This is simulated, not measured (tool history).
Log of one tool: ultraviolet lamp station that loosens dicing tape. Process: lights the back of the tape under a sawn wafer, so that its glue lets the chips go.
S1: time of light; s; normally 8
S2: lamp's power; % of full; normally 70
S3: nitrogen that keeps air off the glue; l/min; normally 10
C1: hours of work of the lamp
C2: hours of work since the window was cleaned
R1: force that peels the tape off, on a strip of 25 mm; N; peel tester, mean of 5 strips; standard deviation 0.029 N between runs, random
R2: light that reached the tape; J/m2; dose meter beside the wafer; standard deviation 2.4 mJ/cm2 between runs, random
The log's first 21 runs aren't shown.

| run | hour | S1 | S2 | S3 | C1 | C2 | R1 | R2 |
|---|---|---|---|---|---|---|---|---|
| 22 | 928.1 | 8 | 70 | 10 | 674 | 355 | 2.153 | 2130 |
| 23 | 952.1 | 6 | 96 | 10 | 689 | 370 | 2.073 | 2170 |
| 24 | 995.6 | 16 | 69 | 10 | 716 | 398 | 0.592 | 4210 |
|  | 1025 | window cleaned of glue's vapour |
| 25 | 1036.6 | 16 | 69 | 10 | 742 | 7 | 0.537 | 4350 |
| 26 | 1091.7 | 7 | 70 | 9 | 776 | 42 | 2.699 | 1910 |
| 27 | 1121.7 | 11 | 70 | 11 | 795 | 61 | 1.175 | 2940 |
| 28 | 1157.8 | 13 | 62 | 11 | 818 | 84 | 1.087 | 3080 |
| 29 | 1214.2 | 13 | 62 | 11 | 854 | 119 | 1.125 | 3060 |
| 30 | 1250 | 6 | 70 | 6 | 876 | 142 | 3.755 | 1600 |
| 31 | 1286.3 | 6 | 70 | 6 | 899 | 165 | 3.685 | 1550 |

Forecast run 32:
| 32 | 1311.5 | 6 | 70 | 6 | 915 | 181 | ? | ? |

R1: 3.855 N
R2: 1550 J/m2
The same run, on a tool lacking any hidden state, would have yielded R1 2.717 N, R2 2050 J/m2.

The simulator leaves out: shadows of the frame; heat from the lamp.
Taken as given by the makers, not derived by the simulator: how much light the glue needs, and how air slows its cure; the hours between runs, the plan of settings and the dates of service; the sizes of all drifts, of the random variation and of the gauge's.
